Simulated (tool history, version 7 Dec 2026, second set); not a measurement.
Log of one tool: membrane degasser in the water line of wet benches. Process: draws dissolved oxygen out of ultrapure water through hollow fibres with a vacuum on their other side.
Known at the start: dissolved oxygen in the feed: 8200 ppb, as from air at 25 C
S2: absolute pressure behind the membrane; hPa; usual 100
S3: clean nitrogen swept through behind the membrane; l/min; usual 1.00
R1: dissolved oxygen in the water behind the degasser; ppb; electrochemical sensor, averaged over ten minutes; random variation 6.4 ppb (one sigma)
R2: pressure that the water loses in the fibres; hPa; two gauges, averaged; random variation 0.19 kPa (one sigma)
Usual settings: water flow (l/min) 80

Run 1, hour 0.0: usual settings. Result: R1 962.5 ppb, R2 436.5 hPa.
Run 2, hour 89.4: usual settings. Result: R1 977.4 ppb, R2 436.3 hPa.
Run 3, hour 146.4: usual settings. Result: R1 976.3 ppb, R2 435.4 hPa.
Run 4, hour 223.0: usual settings. Result: R1 974.1 ppb, R2 436.9 hPa.
Run 5, hour 340.9: usual settings. Result: R1 985.3 ppb, R2 437.5 hPa.
Run 6, hour 401.8: usual settings but water flow (l/min) 92. Result: R1 1112.9 ppb, R2 506.9 hPa.
Run 7, hour 516.4: usual settings but water flow (l/min) 92, S2 183 hPa. Result: R1 2001.8 ppb, R2 506.6 hPa.
Run 8, hour 598.8: usual settings but water flow (l/min) 92, S2 183 hPa. Result: R1 2002.2 ppb, R2 504.6 hPa.
At hour 608.7: vacuum gauge calibrated.
Run 9, hour 721.0: usual settings but water flow (l/min) 92, S2 183 hPa. Result: R1 2036.4 ppb, R2 508.2 hPa.
At hour 744.6: seals of the vacuum lines changed.
Run 10, hour 826.8: usual settings but water flow (l/min) 92, S2 183 hPa. Result: R1 2037.0 ppb, R2 507.6 hPa.
Run 11, hour 887.6: usual settings but water flow (l/min) 92, S2 183 hPa. Result: R1 2040.6 ppb, R2 508.3 hPa.
Run 12, hour 953.8: usual settings but water flow (l/min) 92, S2 183 hPa. Result: R1 2036.4 ppb, R2 509.4 hPa.
Run 13, hour 1088.2: usual settings. Result: R1 1008.6 ppb, R2 442.9 hPa.
Run 14, hour 1213.2: usual settings. Result: R1 1034.4 ppb, R2 444.3 hPa.
Run 15, hour 1333.3: usual settings but water flow (l/min) 60, S2 89 hPa. Result: R1 701.6 ppb, R2 336.9 hPa.
At hour 1428.1: vacuum gauge calibrated, once more.
Run 16, hour 1442.8: usual settings but water flow (l/min) 64, S2 92 hPa, S3 0.52 l/min. Result: R1 983.7 ppb, R2 358.3 hPa.
Run 17, hour 1519.0: usual settings but water flow (l/min) 64, S2 78 hPa, S3 0.52 l/min. Result: R1 797.3 ppb, R2 358.6 hPa.
Run 18, hour 1635.1: usual settings but water flow (l/min) 64, S2 120 hPa, S3 2.13 l/min. Result: R1 561.2 ppb, R2 359.8 hPa.
Run 19, hour 1761.1: usual settings but water flow (l/min) 64, S2 120 hPa, S3 2.13 l/min. Result: R1 557.0 ppb, R2 354.9 hPa.
Run 20, hour 1833.6: usual settings but water flow (l/min) 81. Result: R1 916.1 ppb, R2 455.3 hPa.

Forecast run 21:
Run 21, hour 1904.8: usual settings but water flow (l/min) 81, S2 159 hPa, S3 1.92 l/min. Result: R1 ?, R2 ?.

R1: 1027.7 ppb
R2: 453.9 hPa
Without the tool's hidden state the same run would have given R1 997.8 ppb, R2 412.7 hPa.

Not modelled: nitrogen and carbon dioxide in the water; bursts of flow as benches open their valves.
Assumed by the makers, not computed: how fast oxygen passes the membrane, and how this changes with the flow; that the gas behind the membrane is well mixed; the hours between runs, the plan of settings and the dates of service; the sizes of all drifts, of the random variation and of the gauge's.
